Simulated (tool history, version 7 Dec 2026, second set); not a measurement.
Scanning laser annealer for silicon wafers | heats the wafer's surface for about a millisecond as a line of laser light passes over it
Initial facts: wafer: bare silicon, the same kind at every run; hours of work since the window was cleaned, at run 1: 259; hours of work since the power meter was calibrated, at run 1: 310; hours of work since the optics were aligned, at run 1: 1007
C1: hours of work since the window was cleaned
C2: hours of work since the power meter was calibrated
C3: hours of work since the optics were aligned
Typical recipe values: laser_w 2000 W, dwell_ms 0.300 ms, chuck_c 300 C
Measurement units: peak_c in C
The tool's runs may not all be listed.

Run 1, day 0.000: usual settings; C1 259; C2 310; C3 1007. Result: peak_c 1081 C.
Run 2, day 0.450: usual settings; C1 264; C2 315; C3 1011. Result: peak_c 1082 C.
Run 3, day 1.042: usual settings; C1 269; C2 320; C3 1017. Result: peak_c 1086 C.
Run 4, day 1.917: usual settings but chuck_c 314 C; C1 278; C2 329; C3 1025. Result: peak_c 1097 C.
Run 5, day 2.479: usual settings but chuck_c 314 C; C1 283; C2 334; C3 1031. Result: peak_c 1097 C.
Run 6, day 2.971: usual settings but chuck_c 314 C; C1 288; C2 339; C3 1035. Result: peak_c 1096 C.
Run 7, day 3.829: usual settings but chuck_c 304 C; C1 297; C2 348; C3 1044. Result: peak_c 1083 C.
Run 8, day 4.858: usual settings; C1 307; C2 358; C3 1054. Result: peak_c 1081 C.
Run 9, day 5.792: usual settings; C1 316; C2 367; C3 1063. Result: peak_c 1077 C.
Run 10, day 6.746: usual settings; C1 325; C2 376; C3 1072. Result: peak_c 1079 C.
Run 11, day 7.208: usual settings; C1 330; C2 380; C3 1077. Result: peak_c 1077 C.
Run 12, day 8.012: usual settings; C1 337; C2 388; C3 1085. Result: peak_c 1082 C.
Run 13, day 9.083: usual settings; C1 348; C2 399; C3 1095. Result: peak_c 1078 C.
Run 14, day 10.021: usual settings but dwell_ms 0.232 ms, chuck_c 297 C; C1 357; C2 408; C3 1104. Result: peak_c 994 C.
Run 15, day 10.479: usual settings but laser_w 2027 W, dwell_ms 0.258 ms, chuck_c 294 C; C1 361; C2 412; C3 1109. Result: peak_c 1032 C.
Run 16, day 11.325: usual settings but laser_w 2027 W, dwell_ms 0.258 ms, chuck_c 294 C; C1 370; C2 421; C3 1117. Result: peak_c 1034 C.
Run 17, day 11.888: usual settings but laser_w 1817 W, dwell_ms 0.271 ms, chuck_c 292 C; C1 375; C2 426; C3 1122. Result: peak_c 971 C.
Run 18, day 12.829: usual settings but laser_w 2037 W, dwell_ms 0.329 ms, chuck_c 306 C; C1 384; C2 435; C3 1132. Result: peak_c 1128 C.
Run 19, day 13.692: usual settings but laser_w 1931 W, dwell_ms 0.218 ms, chuck_c 270 C; C1 393; C2 444; C3 1140. Result: peak_c 926 C.
Run 20, day 14.629: usual settings but laser_w 1931 W, dwell_ms 0.218 ms, chuck_c 270 C; C1 402; C2 453; C3 1149. Result: peak_c 924 C.
Run 21, day 15.529: usual settings but laser_w 1931 W, dwell_ms 0.218 ms, chuck_c 270 C; C1 411; C2 462; C3 1158. Result: peak_c 923 C.
Run 22, day 16.054: usual settings but laser_w 1931 W, dwell_ms 0.218 ms, chuck_c 270 C; C1 416; C2 467; C3 1163. Result: peak_c 922 C.
Run 23, day 16.675: usual settings but laser_w 1931 W, dwell_ms 0.218 ms, chuck_c 270 C; C1 422; C2 473; C3 1169. Result: peak_c 923 C.
Run 24, day 17.133: usual settings but laser_w 1716 W, dwell_ms 0.260 ms; C1 426; C2 477; C3 1174. Result: peak_c 927 C.
Run 25, day 17.900: usual settings but dwell_ms 0.309 ms, chuck_c 293 C; C1 434; C2 485; C3 1181. Result: peak_c 1077 C.

Results for each run, recomputed without the tool's hidden state and with each run's random variation untouched:
Hidden state at play: light that passes the window, % of a clean one's; laser's true power over the reading, %; width of the line over the set one, %; drift of the gauge itself on peak_c, C.
run  peak_c
  1    1103
  2    1104
  3    1108
  4    1121
  5    1120
  6    1120
  7    1107
  8    1106
  9    1103
 10    1105
 11    1103
 12    1108
 13    1105
 14    1019
 15    1058
 16    1061
 17     995
 18    1159
 19     950
 20     949
 21     948
 22     948
 23     949
 24     952
 25    1109

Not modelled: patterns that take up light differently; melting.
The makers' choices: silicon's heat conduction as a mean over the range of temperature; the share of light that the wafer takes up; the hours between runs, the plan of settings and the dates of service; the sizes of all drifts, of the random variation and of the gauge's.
